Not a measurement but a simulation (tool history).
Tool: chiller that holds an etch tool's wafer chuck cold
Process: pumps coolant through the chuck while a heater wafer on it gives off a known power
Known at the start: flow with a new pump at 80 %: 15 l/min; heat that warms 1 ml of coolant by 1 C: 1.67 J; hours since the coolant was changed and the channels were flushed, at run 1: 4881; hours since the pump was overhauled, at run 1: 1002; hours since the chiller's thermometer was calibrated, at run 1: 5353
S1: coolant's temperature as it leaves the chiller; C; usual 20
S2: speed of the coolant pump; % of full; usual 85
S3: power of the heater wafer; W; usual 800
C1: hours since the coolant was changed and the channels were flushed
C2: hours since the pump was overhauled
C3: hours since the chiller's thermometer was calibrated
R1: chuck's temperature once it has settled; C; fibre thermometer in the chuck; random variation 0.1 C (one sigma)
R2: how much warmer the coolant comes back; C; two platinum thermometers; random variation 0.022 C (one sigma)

run   hour  S1  S2    S3    C1    C2    C3    R1    R2
  1      0  20  85   800  4881  1002  5353  30.6  1.79
  2   16.2  20  79   800  4897  1018  5369  31.2  2.01
  3   45.3  20  65   800  4926  1047  5398    33  2.47
  4   71.7  20  78   800  4952  1073  5424  31.4     2
  5   90.8  20  78   800  4971  1093  5443  31.3     2
  6  107.7  20  78   800  4988  1109  5460  31.3  2.05
  7  123.9  20  78   800  5005  1126  5477  31.2  1.94
  8  147.4  20  85   800  5028  1149  5500  30.7  1.79
  9  167.1  20  85  1009  5048  1169  5520    33  2.28
       179  -- chiller's thermometer calibrated
 10  187.7  20  64  1009  5067  1188     9  36.2  3.15

Run 11 comes next. What will it give?
 11  207.6  16  78  1021  5087  1208  29   ?   ?

{"run 11": {"R1": 30, "R2": 2.59}}
Without the tool's hidden state the same run would have given R1 28.3 C, R2 2.54 C.
